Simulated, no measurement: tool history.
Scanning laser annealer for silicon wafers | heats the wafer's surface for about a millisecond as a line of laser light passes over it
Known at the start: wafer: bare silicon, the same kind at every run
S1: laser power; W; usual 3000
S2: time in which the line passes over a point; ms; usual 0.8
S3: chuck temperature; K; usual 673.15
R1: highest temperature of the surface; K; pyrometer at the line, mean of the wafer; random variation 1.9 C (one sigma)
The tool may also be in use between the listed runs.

run   hour    S1     S2      S3       R1
  1      0  3000    0.8  673.15  1393.15
  2   23.6  3000    0.8  673.15  1390.15
  3   42.7  3000    0.8  673.15  1388.15
  4   54.7  3000    0.8  673.15  1390.15
  5   74.7  3000    0.8  673.15  1390.15
  6   99.2  2554    0.8  673.15  1280.15
  7  113.1  3000    0.8  673.15  1387.15
  8  137.5  3000  0.946  673.15  1461.15
  9  160.8  2621    0.8  673.15  1295.15
 10  180.3  2621    0.8  673.15  1290.15
 11  193.7  2794    0.8  673.15  1334.15
     205.6  -- optics aligned, line set to its width
 12  222.2  3000  0.734  673.15  1363.15
 13  247.5  3000  0.734  637.15  1329.15
 14    263  3000  0.734  637.15  1330.15
 15  282.5  3000  0.734  637.15  1325.15
 16  302.5  3000  0.734  637.15  1326.15
 17    319  3000  0.665  673.15  1323.15
 18  333.7  3000    0.8  680.15  1404.15
 19  348.5  2997    0.8  673.15  1399.15
 20  359.8  2997    0.8  673.15  1396.15
 21  375.3  2997    0.8  673.15  1393.15
 22  392.5  2997    0.8  673.15  1395.15
 23  403.7  3000  0.666  679.15  1331.15
 24  420.7  3000  0.666  679.15  1326.15
 25  445.2  3000  0.666  679.15  1328.15
 26  465.1  2940  0.666  653.15  1287.15
 27  481.9  3149  0.961  673.15  1519.15
 28  498.9  2670  0.754  684.15  1304.15
 29  519.3  3031  0.868  684.15  1445.15
 30  538.2  3000  0.588  692.15  1286.15
 31  556.2  3257  0.947  638.15  1503.15
     570.3  -- window over the wafer cleaned
 32    577  3000  0.596  663.15  1295.15
 33  587.4  3000  0.891  673.15  1475.15
 34  598.4  3000  0.891  673.15  1476.15
 35  621.4  3000  0.891  673.15  1473.15
 36  646.8  3000  0.891  673.15  1474.15
 37  665.6  3000  0.891  673.15  1471.15
 38  688.4  3000  0.891  673.15  1476.15
 39  702.4  2706    0.8  673.15  1348.15
 40  717.7  2582   0.57  673.15  1200.15
 41  736.2  2582   0.57  639.15  1168.15

Hidden state or all else? Some run-to-run changes of R1, split into what the settings, what came in and random variation would give without the hidden state, and what is left for the hidden state (with any gauge scatter that isn't in both results):
The hidden state here: light that passes the window, % of a clean one's; laser's true power over the reading, %; width of the line over the set one, %; drift of the gauge itself on peak_c, C.
Run 11 -> 12: S1 2794 -> 3000, S2 0.8 -> 0.734, optics aligned, line set to its width. R1 +29 K: hidden state +13, all else +16.
Run 26 -> 27: S1 2940 -> 3149, S2 0.666 -> 0.961, S3 653.15 -> 673.15. R1 +232 K: hidden state -10, all else +242.
Run 27 -> 28: S1 3149 -> 2670, S2 0.961 -> 0.754, S3 673.15 -> 684.15. R1 -215 K: hidden state +10, all else -225.
Run 30 -> 31: S1 3000 -> 3257, S2 0.588 -> 0.947, S3 692.15 -> 638.15. R1 +217 K: hidden state -14, all else +231.
Run 31 -> 32: S1 3257 -> 3000, S2 0.947 -> 0.596, S3 638.15 -> 663.15, window over the wafer cleaned. R1 -208 K: hidden state +43, all else -251.
